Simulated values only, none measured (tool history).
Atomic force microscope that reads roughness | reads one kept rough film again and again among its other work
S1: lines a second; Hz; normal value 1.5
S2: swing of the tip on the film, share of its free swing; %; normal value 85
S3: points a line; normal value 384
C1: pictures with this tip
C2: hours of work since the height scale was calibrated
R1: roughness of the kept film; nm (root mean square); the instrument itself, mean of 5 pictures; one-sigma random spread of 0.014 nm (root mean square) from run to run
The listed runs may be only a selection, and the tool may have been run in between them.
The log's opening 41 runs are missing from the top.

run	hour	S1	S2	S3	C1	C2	R1
42	252	1.09	80	997	116	33	3.425
43	257.3	1.09	80	997	123	37	3.378
44	264.3	1.09	80	928	132	43	3.393
45	273.1	0.51	79	384	144	50	3.516
46	280.4	0.7	79	611	153	55	3.444
47	288.1	0.7	79	611	163	61	3.419
48	294.7	1.5	79	570	171	66	3.202
49	303.7	1.5	62	384	183	73	3.407
# hour 305.9: new tip fitted
50	313.1	0.55	85	258	10	80	3.7
51	318.1	1.79	85	799	16	83	3.36
52	325.1	1.79	85	799	25	89	3.324
53	332.7	1.79	85	799	35	95	3.321
54	336.5	1.5	69	384	40	97	3.629

Below are 3 alternative next runs, each starting from the tool's condition after run 54. Predict each:
A	341.3	1.25	85	898	46	101	?
B	341.3	1.5	85	889	46	101	?
C	341.3	1.21	60	278	46	101	?

run	R1
A	3.449
B	3.324
C	3.692
Had the tool no hidden state, the same runs would have come out as:
run	R1
A	3.58
B	3.451
C	3.832
